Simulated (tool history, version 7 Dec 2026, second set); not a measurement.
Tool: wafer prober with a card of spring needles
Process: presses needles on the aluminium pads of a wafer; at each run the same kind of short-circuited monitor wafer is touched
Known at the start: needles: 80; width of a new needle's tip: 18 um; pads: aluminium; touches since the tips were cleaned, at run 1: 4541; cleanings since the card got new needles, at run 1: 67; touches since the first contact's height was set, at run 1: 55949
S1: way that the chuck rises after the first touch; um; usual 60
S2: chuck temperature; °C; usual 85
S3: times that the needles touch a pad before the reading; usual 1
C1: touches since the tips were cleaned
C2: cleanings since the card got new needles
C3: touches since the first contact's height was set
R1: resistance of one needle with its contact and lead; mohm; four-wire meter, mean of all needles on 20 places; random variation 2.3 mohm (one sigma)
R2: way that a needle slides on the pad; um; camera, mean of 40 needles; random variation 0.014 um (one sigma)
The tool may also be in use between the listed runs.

run,day,S1,S2,S3,C1,C2,C3,R1,R2
1,0,60,85,1,4541,67,55949,267,9.63
# day 0.604: tips cleaned on abrasive film
2,1.054,60,85,1,3761,68,64721,264,9.66
# day 1.604: tips cleaned on abrasive film
3,2.396,65,85,1,6600,69,75876,266,10.47
# day 2.738: tips cleaned on abrasive film
4,3.475,65,85,1,6157,70,84842,266,10.47
# day 3.746: tips cleaned on abrasive film
5,4.417,65,85,1,5596,71,92642,262,10.46
# day 4.858: tips cleaned on abrasive film
6,5.792,65,85,1,7767,72,104085,262,10.47
# day 5.917: tips cleaned on abrasive film
# day 7: tips cleaned on abrasive film
7,7,65,85,1,0,74,114107,260,10.45
# day 7.704: height of the first contact set anew
# day 8.067: tips cleaned on abrasive film
8,8.333,60,85,1,2213,75,5216,266,9.7
# day 9.1: tips cleaned on abrasive film
9,9.325,60,85,1,1862,76,13441,263,9.7
# day 10.129: tips cleaned on abrasive film
10,10.638,79,85,1,4258,77,24370,256,12.75
# day 11.188: tips cleaned on abrasive film
11,11.912,79,85,1,6034,78,34971,261,12.79
# day 12.229: tips cleaned on abrasive film
12,12.829,79,85,1,4992,79,42566,263,12.73
# day 13.342: tips cleaned on abrasive film
# day 14.442: tips cleaned on abrasive film
13,14.846,60,85,1,3366,81,59335,266,9.71
# day 15.579: tips cleaned on abrasive film
# day 16.596: tips cleaned on abrasive film
14,16.683,60,85,1,729,83,74594,266,9.73
# day 17.679: tips cleaned on abrasive film
15,18.071,60,85,1,3255,84,86136,265,9.7
# day 18.792: tips cleaned on abrasive film
# day 19.838: tips cleaned on abrasive film
16,19.992,60,85,2,1293,86,102078,263,9.73
# day 20.908: tips cleaned on abrasive film
17,21.592,76,85,2,5673,87,115388,260,12.3
# day 21.925: tips cleaned on abrasive film
# day 22.133: height of the first contact set anew
# day 23.004: tips cleaned on abrasive film
18,23.792,47,47,1,6576,89,13802,256,7.62
# day 24.004: tips cleaned on abrasive film
# day 25.083: tips cleaned on abrasive film
19,26.046,53,85,2,8053,91,32547,268,8.57
# day 26.188: tips cleaned on abrasive film
20,26.962,53,85,2,6439,92,40141,267,8.59
# day 27.208: tips cleaned on abrasive film
# day 28.242: tips cleaned on abrasive film
21,28.242,53,85,2,0,94,50747,265,8.6
# day 29.279: tips cleaned on abrasive film
22,29.308,46,34,3,239,95,59621,253,7.5
# day 30.279: tips cleaned on abrasive film
23,31.175,46,34,3,7471,96,75143,257,7.48
# day 31.292: tips cleaned on abrasive film
# day 32.354: tips cleaned on abrasive film
24,32.725,46,34,3,3118,98,88025,252,7.49
# day 33.471: tips cleaned on abrasive film
25,34.425,46,34,3,7979,99,102168,255,7.49
# day 34.608: tips cleaned on abrasive film
# day 35.646: tips cleaned on abrasive film
26,35.933,46,34,3,2389,101,114663,253,7.5
# day 36.546: height of the first contact set anew
# day 36.733: tips cleaned on abrasive film
27,37.329,44,70,1,4979,102,6500,264,7.18
# day 37.821: tips cleaned on abrasive film
# day 38.862: tips cleaned on abrasive film
28,39.467,58,85,1,5036,104,24251,266,9.45
# day 39.967: tips cleaned on abrasive film
# day 41.067: tips cleaned on abrasive film
29,41.542,41,79,1,3939,106,41497,268,6.69
# day 42.167: tips cleaned on abrasive film
30,42.662,60,35,1,4142,107,50814,254,9.8
# day 43.258: tips cleaned on abrasive film
# day 44.275: tips cleaned on abrasive film
31,44.275,62,70,1,0,109,64200,258,10.12
# day 45.396: tips cleaned on abrasive film
32,45.479,50,44,2,684,110,74211,254,8.17

Hidden state or all else? Some run-to-run changes of R2, split into what the settings, what came in and random variation would give without the hidden state, and what is left for the hidden state (with any gauge scatter that isn't in both results):
The hidden state here: debris on the tips, nm; way that the needles fall short of the set height, um; tips' diameter, um; drift of the gauge itself on contact_mohm, %; drift of the gauge itself on scrub_um, %.
Run 9 -> 10: S1 60 -> 79, tips cleaned on abrasive film. R2 +3.05 um: hidden state +0.02, all else +3.03.
Run 16 -> 17: S1 60 -> 76, tips cleaned on abrasive film. R2 +2.57 um: hidden state +0.03, all else +2.54.
Run 17 -> 18: S1 76 -> 47, S2 85 -> 47, S3 2 -> 1, tips cleaned on abrasive film, height of the first contact set anew, tips cleaned on abrasive film. R2 -4.68 um: hidden state -0.03, all else -4.65.
Run 29 -> 30: S1 41 -> 60, S2 79 -> 35, tips cleaned on abrasive film. R2 +3.11 um: hidden state +0.06, all else +3.05.
Run 31 -> 32: S1 62 -> 50, S2 70 -> 44, S3 1 -> 2, tips cleaned on abrasive film. R2 -1.95 um: hidden state -0.04, all else -1.91.
